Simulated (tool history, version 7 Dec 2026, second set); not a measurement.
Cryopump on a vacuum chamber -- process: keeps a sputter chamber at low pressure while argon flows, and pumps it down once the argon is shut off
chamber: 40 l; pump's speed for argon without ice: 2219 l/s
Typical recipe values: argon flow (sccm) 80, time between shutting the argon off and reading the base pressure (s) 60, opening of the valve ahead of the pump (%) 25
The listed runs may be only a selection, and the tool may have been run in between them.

run   hour  argon flow (sccm)  time between shutting the argon off and reading the base pressure (s)  opening of the valve ahead of the pump (%)  pressure while argon flows (Pa)  pressure after the wait (uPa)
  1      0                 80                                                                     60                                          25                           0.2456                           1.28
  2   24.5                 80                                                                     60                                          16                           0.3803                           1.32
  3   56.6                 80                                                                     60                                          16                           0.3818                           1.29
  4   95.1                 80                                                                     60                                          16                           0.3845                           1.25
  5  117.9                 80                                                                     60                                          16                           0.3849                           1.29
  6  158.4                 80                                                                     60                                          16                           0.3844                           1.33
  7  177.1                 80                                                                     60                                          16                           0.3861                           1.33
  8  206.6                 80                                                                     60                                          25                            0.247                           1.33
  9  224.3                 80                                                                     60                                          25                           0.2504                           1.31
 10  260.5                 80                                                                     60                                          25                           0.2493                           1.32
 11  300.7                 80                                                                     60                                          25                           0.2505                           1.36
 12  327.7                 80                                                                     60                                          25                           0.2506                           1.36
 13  367.9                 80                                                                     60                                          25                           0.2513                           1.34
 14  387.7                129                                                                    181                                          25                           0.4054                           0.69
 15  428.3                123                                                                    181                                          40                           0.2483                           0.75
 16    446                123                                                                    181                                          40                           0.2469                           0.71
 17  477.8                 80                                                                    232                                          29                           0.2185                           0.67
 18  510.2                 50                                                                     76                                          29                           0.1376                           1.22
 19  528.8                 37                                                                     61                                          56                           0.0549                           1.43
 20  559.4                 33                                                                    152                                          55                           0.0498                           0.79
 21  587.6                 33                                                                    152                                          55                           0.0509                           0.83
 22  604.7                 80                                                                     60                                          49                           0.1364                           1.45
 23  625.1                 39                                                                     25                                          55                           0.0585                           2.96

Predict each of these 5 candidate next runs independently; none follows another, all start after run 23:
  A   650                106                                                                    136                                          39                                ?                              ?
  B   650                 69                                                                     60                                          32                                ?                              ?
  C   650                145                                                                     25                                          55                                ?                              ?
  D   650                 33                                                                     25                                          24                                ?                              ?
  E   650                 39                                                                     25                                          25                                ?                              ?

run  pressure while argon flows (Pa)  pressure after the wait (uPa)
  A                           0.2243                           0.89
  B                            0.175                           1.46
  C                           0.2255                           2.91
  D                           0.1103                           2.91
  E                           0.1261                           2.97
Stripped of hidden state, with their random variation kept, the same runs would have yielded:
run  pressure while argon flows (Pa)  pressure after the wait (uPa)
  A                            0.207                           0.56
  B                           0.1639                           1.14
  C                           0.2018                           2.57
  D                           0.1049                           2.58
  E                           0.1197                           2.63
